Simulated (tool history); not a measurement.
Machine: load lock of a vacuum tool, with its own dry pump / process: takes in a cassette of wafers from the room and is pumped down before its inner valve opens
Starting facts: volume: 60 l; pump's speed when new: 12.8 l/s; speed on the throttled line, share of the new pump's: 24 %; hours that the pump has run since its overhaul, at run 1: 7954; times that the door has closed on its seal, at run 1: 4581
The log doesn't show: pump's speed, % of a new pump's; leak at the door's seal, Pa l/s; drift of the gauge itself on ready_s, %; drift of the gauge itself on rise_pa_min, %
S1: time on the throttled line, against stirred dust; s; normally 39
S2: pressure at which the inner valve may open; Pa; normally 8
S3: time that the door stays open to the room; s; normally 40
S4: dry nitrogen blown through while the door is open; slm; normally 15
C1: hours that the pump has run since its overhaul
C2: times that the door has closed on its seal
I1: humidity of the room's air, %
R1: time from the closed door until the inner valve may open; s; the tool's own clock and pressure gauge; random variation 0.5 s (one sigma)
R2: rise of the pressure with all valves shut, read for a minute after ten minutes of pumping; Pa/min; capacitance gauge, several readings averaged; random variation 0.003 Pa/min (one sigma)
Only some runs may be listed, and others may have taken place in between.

run    hour  S1  S2  S3  S4    C1    C2    I1    R1     R2
  1       0  39   8  40  15  7954  4581  45.3  77.5  0.057
  2   113.7  39   8  40  15  8068  4888  44.8  76.8  0.053
  3   249.7  39   8  40  15  8204  5255  44.5  76.3  0.052
  4     332  39   8  40  15  8286  5477  42.6  77.5  0.055
  5   422.5  39   8  40  15  8377  5722    45  78.3  0.061
  6   520.3  39   8  40  15  8474  5986  43.7  77.4   0.06
  7   650.2  39   8  40  15  8604  6336  43.8  78.3  0.061
  8   710.6  40   8  40  15  8665  6500  44.8  78.9   0.06
  9     824  40   8  40  15  8778  6806  44.1    78  0.063
 10   961.3  40   8  40  15  8915  7176  45.7  78.1  0.068
 11  1079.4  40   8  40  15  9033  7495  44.1  78.1  0.069
 12  1189.6  40   8  40  15  9144  7793  46.4  78.8  0.064
 13  1273.4  40   8  40  15  9227  8019  48.4  78.5  0.075
 14  1391.2  68   8  40  15  9345  8337  45.3  98.5  0.064
 15  1508.2  39   8  40  15  9462  8653  44.7  77.8  0.072

Run 16 has not been measured yet. What should we expect?
 16  1584.7  39   8  40  15  9539  8860  46.3   ?   ?

Run 16 came out at R1 77.9 s, R2 0.075 Pa/min.
Were there no unlogged condition in the tool, this run, its random variation unchanged, would have produced R1 73.9 s, R2 0.04 Pa/min.
